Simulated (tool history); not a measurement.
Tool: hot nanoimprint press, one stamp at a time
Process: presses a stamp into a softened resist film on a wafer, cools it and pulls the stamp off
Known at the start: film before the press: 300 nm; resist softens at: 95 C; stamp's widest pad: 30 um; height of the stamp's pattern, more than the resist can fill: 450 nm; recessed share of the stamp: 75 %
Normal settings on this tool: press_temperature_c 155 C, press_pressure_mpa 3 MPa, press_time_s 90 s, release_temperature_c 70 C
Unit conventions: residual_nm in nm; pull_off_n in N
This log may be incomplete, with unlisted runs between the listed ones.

{"run": 1, "hour": 0.0, "press_temperature_c": 155, "press_pressure_mpa": 3, "press_time_s": 90, "release_temperature_c": 70, "residual_nm": 150.1, "pull_off_n": 149}
{"run": 2, "hour": 7.9, "press_temperature_c": 155, "press_pressure_mpa": 3.02, "press_time_s": 90, "release_temperature_c": 70, "residual_nm": 149.2, "pull_off_n": 155}
{"run": 3, "hour": 20.4, "press_temperature_c": 155, "press_pressure_mpa": 3.02, "press_time_s": 90, "release_temperature_c": 70, "residual_nm": 148.9, "pull_off_n": 155}
{"run": 4, "hour": 28.1, "press_temperature_c": 155, "press_pressure_mpa": 3.02, "press_time_s": 90, "release_temperature_c": 70, "residual_nm": 148.9, "pull_off_n": 153}
{"run": 5, "hour": 42.6, "press_temperature_c": 155, "press_pressure_mpa": 3.02, "press_time_s": 84, "release_temperature_c": 70, "residual_nm": 152.5, "pull_off_n": 155}
{"run": 6, "hour": 55.0, "press_temperature_c": 163, "press_pressure_mpa": 3, "press_time_s": 90, "release_temperature_c": 70, "residual_nm": 100.4, "pull_off_n": 150}
{"run": 7, "hour": 65.3, "press_temperature_c": 163, "press_pressure_mpa": 3, "press_time_s": 90, "release_temperature_c": 70, "residual_nm": 100.6, "pull_off_n": 157}
{"run": 8, "hour": 72.9, "press_temperature_c": 163, "press_pressure_mpa": 3, "press_time_s": 90, "release_temperature_c": 70, "residual_nm": 99.8, "pull_off_n": 153}
{"run": 9, "hour": 84.7, "press_temperature_c": 163, "press_pressure_mpa": 4.66, "press_time_s": 107, "release_temperature_c": 70, "residual_nm": 75.3, "pull_off_n": 157}
{"run": 10, "hour": 94.4, "press_temperature_c": 145, "press_pressure_mpa": 3, "press_time_s": 90, "release_temperature_c": 72, "residual_nm": 228.1, "pull_off_n": 146}
{"run": 11, "hour": 101.3, "press_temperature_c": 148, "press_pressure_mpa": 4.42, "press_time_s": 153, "release_temperature_c": 78, "residual_nm": 150, "pull_off_n": 121}
{"run": 12, "hour": 108.5, "press_temperature_c": 159, "press_pressure_mpa": 3.81, "press_time_s": 90, "release_temperature_c": 70, "residual_nm": 109, "pull_off_n": 162}
{"run": 13, "hour": 115.0, "press_temperature_c": 150, "press_pressure_mpa": 3, "press_time_s": 90, "release_temperature_c": 57, "residual_nm": 186.8, "pull_off_n": 209}
{"run": 14, "hour": 128.1, "press_temperature_c": 148, "press_pressure_mpa": 3, "press_time_s": 90, "release_temperature_c": 57, "residual_nm": 203.4, "pull_off_n": 218}
{"run": 15, "hour": 138.8, "press_temperature_c": 148, "press_pressure_mpa": 3, "press_time_s": 76, "release_temperature_c": 75, "residual_nm": 212.2, "pull_off_n": 135}

Forecast each of these 4 alternatives for the next run:
{"hour": 147.9, "done": "stamp cleaned and given a new release coat"}
{"run": "A", "hour": 154.2, "press_temperature_c": 155, "press_pressure_mpa": 3, "press_time_s": 48, "release_temperature_c": 70, "residual_nm": "?", "pull_off_n": "?"}
{"hour": 147.9, "done": "stamp cleaned and given a new release coat"}
{"run": "B", "hour": 154.2, "press_temperature_c": 161, "press_pressure_mpa": 3.51, "press_time_s": 50, "release_temperature_c": 75, "residual_nm": "?", "pull_off_n": "?"}
{"hour": 147.9, "done": "stamp cleaned and given a new release coat"}
{"run": "C", "hour": 154.2, "press_temperature_c": 148, "press_pressure_mpa": 3, "press_time_s": 101, "release_temperature_c": 66, "residual_nm": "?", "pull_off_n": "?"}
{"hour": 147.9, "done": "stamp cleaned and given a new release coat"}
{"run": "D", "hour": 154.2, "press_temperature_c": 164, "press_pressure_mpa": 3, "press_time_s": 90, "release_temperature_c": 70, "residual_nm": "?", "pull_off_n": "?"}

run=A residual_nm=183 pull_off_n=113
run=B residual_nm=129.6 pull_off_n=100
run=C residual_nm=196.4 pull_off_n=122
run=D residual_nm=95.4 pull_off_n=113
Without the tool's unlogged condition, the same runs would have read:
run=A residual_nm=188 pull_off_n=115
run=B residual_nm=133.4 pull_off_n=102
run=C residual_nm=202.1 pull_off_n=124
run=D residual_nm=98.4 pull_off_n=116

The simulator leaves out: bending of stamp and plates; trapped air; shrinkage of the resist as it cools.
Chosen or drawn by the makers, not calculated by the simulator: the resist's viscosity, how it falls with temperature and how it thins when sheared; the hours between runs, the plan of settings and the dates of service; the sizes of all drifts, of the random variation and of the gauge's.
